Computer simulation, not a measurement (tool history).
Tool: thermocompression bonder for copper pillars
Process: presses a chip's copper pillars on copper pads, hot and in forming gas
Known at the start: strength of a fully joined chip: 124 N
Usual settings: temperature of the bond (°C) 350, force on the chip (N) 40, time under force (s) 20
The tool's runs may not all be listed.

run    hour  temperature of the bond (°C)  force on the chip (N)  time under force (s)  force that shears a chip off (N)
  1     0.0                           350                     40                    20                              61.9
  2    26.9                           350                     40                    20                              61.1
  3    45.8                           350                     40                    34                              71.0
       54.4  -- forming gas filter changed
  4    67.2                           350                     40                    34                              75.9
  5   105.8                           335                     40                    34                              65.4
  6   128.4                           335                     40                    34                              65.1
  7   159.5                           352                     40                    34                              76.6
  8   193.1                           352                     40                    34                              77.8
  9   229.8                           352                     40                    12                              54.5
 10   265.3                           352                     40                    11                              51.9
 11   284.8                           352                     40                    11                              52.1
      289.6  -- forming gas filter changed
 12   325.5                           350                     40                    20                              67.1
 13   365.5                           350                     40                    20                              64.2
 14   383.9                           350                     40                    20                              65.5
 15   404.4                           356                     40                    20                              69.7
 16   424.0                           350                     40                    20                              66.8
 17   445.8                           350                     40                    20                              64.7
 18   465.2                           350                     40                    42                              81.9
 19   505.5                           350                     40                    45                              83.1
 20   522.8                           350                     40                    45                              83.3
      525.2  -- forming gas filter changed
      547.8  -- heater calibrated with a thermocouple chip
 21   564.8                           330                     39                    45                              64.0
 22   603.5                           332                     40                    20                              49.7
 23   641.8                           337                     44                    14                              48.5
 24   660.3                           350                     39                    51                              79.6
 25   694.4                           350                     24                    21                              45.4
 26   724.3                           360                     58                    27                              83.7
      729.1  -- force cell calibrated
 27   746.2                           329                     40                    17                              45.3
      765.8  -- forming gas filter changed
 28   780.8                           362                     25                    10                              41.2
 29   817.5                           338                     40                    20                              54.4
      839.4  -- force cell calibrated, once more
 30   854.7                           330                     25                    20                              37.8
 31   875.9                           335                     25                    13                              34.1
 32   907.3                           350                     40                    27                              70.6
 33   931.6                           350                     40                    27                              67.8
 34   952.1                           322                     40                    20                              46.2
 35   979.3                           355                     43                    20                              67.9
 36   996.0                           341                     35                    22                              54.0
     1001.3  -- forming gas filter changed
 37  1015.2                           341                     35                    22                              56.7
 38  1056.0                           341                     35                    22                              57.1

The next listed run, before its measurement:
 39  1087.2                           341                     35                    22                                 ?

{"run 39": {"force that shears a chip off (N)": 55.9}}
Without the tool's hidden state the same run would have given force that shears a chip off (N) 52.6.
